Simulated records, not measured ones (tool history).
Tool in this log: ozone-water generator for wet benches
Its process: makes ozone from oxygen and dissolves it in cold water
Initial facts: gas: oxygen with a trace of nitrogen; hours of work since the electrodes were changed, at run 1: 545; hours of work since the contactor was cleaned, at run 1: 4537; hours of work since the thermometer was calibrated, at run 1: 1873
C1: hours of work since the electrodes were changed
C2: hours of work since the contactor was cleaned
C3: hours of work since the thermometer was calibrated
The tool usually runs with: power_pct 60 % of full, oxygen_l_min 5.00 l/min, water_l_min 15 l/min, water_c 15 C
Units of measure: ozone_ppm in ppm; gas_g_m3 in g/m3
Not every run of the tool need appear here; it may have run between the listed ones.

run 1 hour=0.0 | power_pct=60 oxygen_l_min=5.00 water_l_min=15 water_c=15 | C1=545 C2=4537 C3=1873 | ozone_ppm=25.7 gas_g_m3=203.1
run 2 hour=54.0 | power_pct=55 oxygen_l_min=5.00 water_l_min=15 water_c=15 | C1=582 C2=4574 C3=1910 | ozone_ppm=24.3 gas_g_m3=189.9
run 3 hour=101.7 | power_pct=55 oxygen_l_min=5.00 water_l_min=15 water_c=15 | C1=615 C2=4607 C3=1943 | ozone_ppm=24.6 gas_g_m3=188.7
run 4 hour=166.4 | power_pct=55 oxygen_l_min=5.00 water_l_min=15 water_c=15 | C1=660 C2=4652 C3=1988 | ozone_ppm=23.9 gas_g_m3=189.6
-- hour=200.8 contactor cleaned
run 5 hour=212.5 | power_pct=55 oxygen_l_min=5.00 water_l_min=15 water_c=15 | C1=689 C2=8 C3=2017 | ozone_ppm=23.8 gas_g_m3=189.2
run 6 hour=250.4 | power_pct=55 oxygen_l_min=5.00 water_l_min=15 water_c=15 | C1=715 C2=34 C3=2043 | ozone_ppm=23.5 gas_g_m3=188.9
run 7 hour=293.1 | power_pct=55 oxygen_l_min=5.00 water_l_min=15 water_c=15 | C1=745 C2=64 C3=2073 | ozone_ppm=23.6 gas_g_m3=189.1
run 8 hour=332.0 | power_pct=55 oxygen_l_min=5.00 water_l_min=15 water_c=15 | C1=772 C2=91 C3=2100 | ozone_ppm=23.5 gas_g_m3=190.6
run 9 hour=397.4 | power_pct=60 oxygen_l_min=5.00 water_l_min=15 water_c=15 | C1=817 C2=136 C3=2145 | ozone_ppm=25.2 gas_g_m3=202.0
run 10 hour=471.6 | power_pct=60 oxygen_l_min=5.00 water_l_min=15 water_c=15 | C1=868 C2=188 C3=2196 | ozone_ppm=25.3 gas_g_m3=201.6
run 11 hour=530.5 | power_pct=60 oxygen_l_min=5.00 water_l_min=15 water_c=15 | C1=909 C2=228 C3=2237 | ozone_ppm=24.9 gas_g_m3=201.0
run 12 hour=586.9 | power_pct=60 oxygen_l_min=5.00 water_l_min=15 water_c=15 | C1=948 C2=267 C3=2276 | ozone_ppm=24.9 gas_g_m3=200.5
run 13 hour=638.3 | power_pct=60 oxygen_l_min=5.00 water_l_min=15 water_c=15 | C1=984 C2=303 C3=2312 | ozone_ppm=24.9 gas_g_m3=201.6
-- hour=659.2 contactor cleaned, once more
run 14 hour=718.2 | power_pct=60 oxygen_l_min=5.00 water_l_min=15 water_c=15 | C1=1036 C2=41 C3=2364 | ozone_ppm=25.9 gas_g_m3=199.6
run 15 hour=782.1 | power_pct=60 oxygen_l_min=5.00 water_l_min=15 water_c=15 | C1=1081 C2=85 C3=2409 | ozone_ppm=26.0 gas_g_m3=199.2
run 16 hour=841.8 | power_pct=60 oxygen_l_min=5.00 water_l_min=15 water_c=15 | C1=1122 C2=126 C3=2450 | ozone_ppm=26.1 gas_g_m3=199.2
run 17 hour=873.8 | power_pct=60 oxygen_l_min=5.00 water_l_min=12 water_c=15 | C1=1144 C2=149 C3=2472 | ozone_ppm=30.1 gas_g_m3=199.4
run 18 hour=938.4 | power_pct=55 oxygen_l_min=5.00 water_l_min=15 water_c=15 | C1=1189 C2=193 C3=2517 | ozone_ppm=24.2 gas_g_m3=186.4
run 19 hour=993.5 | power_pct=63 oxygen_l_min=8.75 water_l_min=15 water_c=17 | C1=1227 C2=232 C3=2555 | ozone_ppm=27.7 gas_g_m3=171.8
run 20 hour=1069.5 | power_pct=63 oxygen_l_min=8.75 water_l_min=15 water_c=17 | C1=1280 C2=284 C3=2608 | ozone_ppm=27.4 gas_g_m3=171.6
run 21 hour=1132.9 | power_pct=63 oxygen_l_min=8.75 water_l_min=15 water_c=17 | C1=1324 C2=328 C3=2652 | ozone_ppm=27.4 gas_g_m3=171.1
run 22 hour=1206.4 | power_pct=60 oxygen_l_min=6.32 water_l_min=15 water_c=15 | C1=1375 C2=379 C3=2703 | ozone_ppm=26.6 gas_g_m3=181.6
run 23 hour=1265.7 | power_pct=60 oxygen_l_min=5.92 water_l_min=13 water_c=15 | C1=1416 C2=420 C3=2744 | ozone_ppm=28.9 gas_g_m3=187.2
run 24 hour=1312.4 | power_pct=41 oxygen_l_min=2.54 water_l_min=14 water_c=11 | C1=1448 C2=452 C3=2776 | ozone_ppm=17.9 gas_g_m3=184.4
run 25 hour=1343.5 | power_pct=41 oxygen_l_min=2.81 water_l_min=14 water_c=11 | C1=1470 C2=474 C3=2797 | ozone_ppm=18.4 gas_g_m3=179.4
run 26 hour=1378.2 | power_pct=52 oxygen_l_min=5.00 water_l_min=10 water_c=15 | C1=1494 C2=498 C3=2822 | ozone_ppm=30.1 gas_g_m3=175.8
run 27 hour=1442.9 | power_pct=70 oxygen_l_min=3.36 water_l_min=15 water_c=10 | C1=1538 C2=543 C3=2866 | ozone_ppm=27.6 gas_g_m3=250.2
run 28 hour=1494.1 | power_pct=70 oxygen_l_min=3.36 water_l_min=15 water_c=10 | C1=1574 C2=578 C3=2902 | ozone_ppm=27.2 gas_g_m3=252.0
run 29 hour=1557.1 | power_pct=65 oxygen_l_min=5.70 water_l_min=10 water_c=12 | C1=1617 C2=622 C3=2945 | ozone_ppm=37.6 gas_g_m3=199.1
run 30 hour=1620.8 | power_pct=65 oxygen_l_min=5.70 water_l_min=10 water_c=12 | C1=1662 C2=666 C3=2990 | ozone_ppm=38.0 gas_g_m3=198.2
run 31 hour=1690.6 | power_pct=60 oxygen_l_min=5.00 water_l_min=11 water_c=15 | C1=1710 C2=714 C3=3038 | ozone_ppm=31.2 gas_g_m3=195.4
run 32 hour=1741.6 | power_pct=86 oxygen_l_min=5.00 water_l_min=9 water_c=12 | C1=1745 C2=750 C3=3073 | ozone_ppm=48.9 gas_g_m3=255.1
run 33 hour=1795.1 | power_pct=58 oxygen_l_min=5.00 water_l_min=12 water_c=15 | C1=1782 C2=787 C3=3110 | ozone_ppm=28.6 gas_g_m3=191.8

Forecast each of these 4 alternatives for the next run:
run A hour=1852.0 | power_pct=57 oxygen_l_min=3.26 water_l_min=12 water_c=15 | C1=1822 C2=826 C3=3150 | ozone_ppm=? gas_g_m3=?
run B hour=1852.0 | power_pct=58 oxygen_l_min=5.00 water_l_min=12 water_c=15 | C1=1822 C2=826 C3=3150 | ozone_ppm=? gas_g_m3=?
run C hour=1852.0 | power_pct=54 oxygen_l_min=5.00 water_l_min=10 water_c=15 | C1=1822 C2=826 C3=3150 | ozone_ppm=? gas_g_m3=?
run D hour=1852.0 | power_pct=60 oxygen_l_min=4.22 water_l_min=15 water_c=8 | C1=1822 C2=826 C3=3150 | ozone_ppm=? gas_g_m3=?

run=A ozone_ppm=26.4 gas_g_m3=216.0
run=B ozone_ppm=28.9 gas_g_m3=188.9
run=C ozone_ppm=30.2 gas_g_m3=179.2
run=D ozone_ppm=27.0 gas_g_m3=205.5
With the hidden condition removed and each run's random variation left untouched, the same runs would have given:
run=A ozone_ppm=28.0 gas_g_m3=227.1
run=B ozone_ppm=30.7 gas_g_m3=198.8
run=C ozone_ppm=31.9 gas_g_m3=188.0
run=D ozone_ppm=28.6 gas_g_m3=216.6
